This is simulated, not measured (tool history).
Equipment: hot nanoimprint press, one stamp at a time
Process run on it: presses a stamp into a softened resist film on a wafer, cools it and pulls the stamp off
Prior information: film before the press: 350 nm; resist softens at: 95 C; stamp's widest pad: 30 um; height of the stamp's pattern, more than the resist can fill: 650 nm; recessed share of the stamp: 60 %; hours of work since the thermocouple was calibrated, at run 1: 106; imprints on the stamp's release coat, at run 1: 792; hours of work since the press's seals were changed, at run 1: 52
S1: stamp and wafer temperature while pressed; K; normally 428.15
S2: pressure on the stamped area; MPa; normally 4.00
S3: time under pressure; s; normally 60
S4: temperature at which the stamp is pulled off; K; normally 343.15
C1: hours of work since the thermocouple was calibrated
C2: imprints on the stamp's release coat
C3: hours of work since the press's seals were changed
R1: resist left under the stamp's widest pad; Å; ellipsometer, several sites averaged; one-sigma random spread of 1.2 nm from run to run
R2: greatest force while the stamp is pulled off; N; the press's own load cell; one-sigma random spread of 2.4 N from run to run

run	hour	S1	S2	S3	S4	C1	C2	C3	R1	R2
1	0.0	428.15	4.00	60	343.15	106	792	52	1805	119
2	42.7	428.15	4.00	60	343.15	124	850	69	1820	120
3	72.1	428.15	4.00	60	343.15	136	890	81	1821	121
4	118.2	428.15	4.00	60	343.15	155	953	100	1830	122
5	154.0	428.15	4.00	60	343.15	170	1002	115	1829	124
6	183.1	421.15	4.00	60	343.15	181	1041	127	2585	124
7	232.4	421.15	4.00	60	343.15	202	1109	147	2633	127
8	278.7	433.15	4.00	60	343.15	221	1172	166	1361	126
9	322.9	431.15	4.00	60	343.15	239	1232	185	1566	130
10	372.5	431.15	4.00	60	343.15	259	1299	205	1588	133
11	395.0	431.15	4.00	60	343.15	269	1330	214	1575	131
12	444.5	431.15	4.00	35	343.15	289	1398	235	1937	131
13	493.3	428.15	2.57	60	331.15	309	1464	255	2231	172
# hour 499.8: plate thermocouple calibrated
14	520.8	428.15	5.15	73	350.15	9	1497	265	1704	108
15	574.2	425.15	4.00	86	335.15	31	1570	287	2127	165
16	617.8	425.15	3.60	53	333.15	49	1630	305	2529	177
17	670.4	425.15	3.60	53	333.15	70	1701	326	2549	183

What does the tool deliver on the next run?
18	710.6	428.15	3.32	60	339.15	87	1756	343	?	?

{"run 18": {"R1": 2203, "R2": 153}}
The same run, on a tool lacking any hidden state, would have yielded R1 1898 Å, R2 116 N.
